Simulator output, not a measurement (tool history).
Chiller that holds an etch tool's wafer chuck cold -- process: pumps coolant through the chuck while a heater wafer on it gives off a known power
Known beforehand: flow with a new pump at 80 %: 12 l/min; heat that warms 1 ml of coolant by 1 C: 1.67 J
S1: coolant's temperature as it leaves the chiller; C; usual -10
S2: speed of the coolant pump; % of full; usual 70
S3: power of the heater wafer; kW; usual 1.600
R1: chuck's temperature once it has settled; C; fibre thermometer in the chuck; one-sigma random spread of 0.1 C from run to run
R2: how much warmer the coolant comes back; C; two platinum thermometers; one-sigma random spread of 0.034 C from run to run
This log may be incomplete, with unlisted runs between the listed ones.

run	day	S1	S2	S3	R1	R2
1	0.000	-10	70	1.600	8.5	5.56
2	6.783	-10	70	1.600	8.5	5.53
3	10.938	-10	70	1.600	8.6	5.55
4	16.229	-10	70	1.600	8.6	5.55
5	22.708	-10	70	1.057	2.3	3.80
6	26.212	-10	70	1.600	8.7	5.61
7	31.450	-11	67	2.190	15.4	8.04
8	36.004	-10	91	1.600	5.0	4.41
9	43.342	-7	91	0.825	0.7	2.32
10	48.121	-20	73	2.301	5.8	7.82

Run 11, settings as shown, results not yet in. Your forecast:
11	52.658	-16	79	1.032	?	?

R1: -5.2 C
R2: 3.35 C
Minus the tool's unlogged condition, the same run would have read R1 -5.2 C, R2 3.12 C.
